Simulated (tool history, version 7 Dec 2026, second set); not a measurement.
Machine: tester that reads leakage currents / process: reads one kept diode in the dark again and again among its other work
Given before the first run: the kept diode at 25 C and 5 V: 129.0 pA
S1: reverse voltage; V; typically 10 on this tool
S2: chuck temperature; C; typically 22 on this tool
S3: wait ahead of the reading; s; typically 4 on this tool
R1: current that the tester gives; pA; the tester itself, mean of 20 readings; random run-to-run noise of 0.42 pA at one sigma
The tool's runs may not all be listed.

run,hour,S1,S2,S3,R1
1,0,10,22,4,146.37
2,21.2,10,24,4,170.99
3,37.9,10,24,4,169.88
4,59,10,24,4,169.8
5,92,10,24,4,171.38
6,120.5,10,22,4,148.1
7,138.2,10,22,1.93,148.48
8,161.8,10,22,1.93,148.04
9,196.5,10,22,1.93,149.9
10,213.5,1,22,4,55.64
11,233.6,1,22,4,55.69
12,254.8,1,22,4,55.38
13,286.9,12.9,22,4,167.74
14,321.9,10,33,4,332.99
15,357.1,10,33,4,332.33
16,390.8,10,22,4,152.44
17,422.9,10,22,4,152.47
18,455.6,10,26,4,205.13
19,481.5,10,22,4,152.59
20,497.4,10,22,4,152.88
21,530.4,10,22,4,153.91
22,545.2,10,22,4,153.99
23,562.3,1.3,22,4,63.7
# hour 567.1: probe card cleaned and baked
24,595.6,1.8,23,5.88,79.66
25,626,1.8,23,5.88,80.03
26,646.9,13.3,22,4,176.55
27,677.2,13.3,22,4,176.67
28,709.5,10,56,4,1514.25
29,732.3,10,55,0.95,1423.24
30,758.5,8.4,51,3.11,1040.22
# hour 772.4: probe card cleaned and baked, once more
31,789.8,1.1,43,3.11,263.76
32,806.9,5.2,30,0.34,211.73
# hour 818.2: chuck's temperature calibrated
33,830.4,5.2,30,0.34,191.38
34,860.6,16.1,60,1.06,2192.07
35,884.7,16.1,60,1.06,2183.06
36,913.4,16.1,60,1.06,2189.45
37,928,15.9,32,1.08,357.94
38,942.3,15.9,58,0.85,1933.59
39,961,15.9,58,0.85,1943.43
40,995.2,1.3,22,4,59.43

3 ways to go on from here, each from the tool as it stands after run 40. What would each give?
A,1017.7,5.3,49,6.61,?
B,1017.7,5.4,34,7.81,?
C,1017.7,10,29,4,?

run,R1
A,704.71
B,261.78
C,238.79
The same runs, with their run-to-run variation unchanged, on a tool lacking any hidden condition would have given:
run,R1
A,688.76
B,255.41
C,232.71

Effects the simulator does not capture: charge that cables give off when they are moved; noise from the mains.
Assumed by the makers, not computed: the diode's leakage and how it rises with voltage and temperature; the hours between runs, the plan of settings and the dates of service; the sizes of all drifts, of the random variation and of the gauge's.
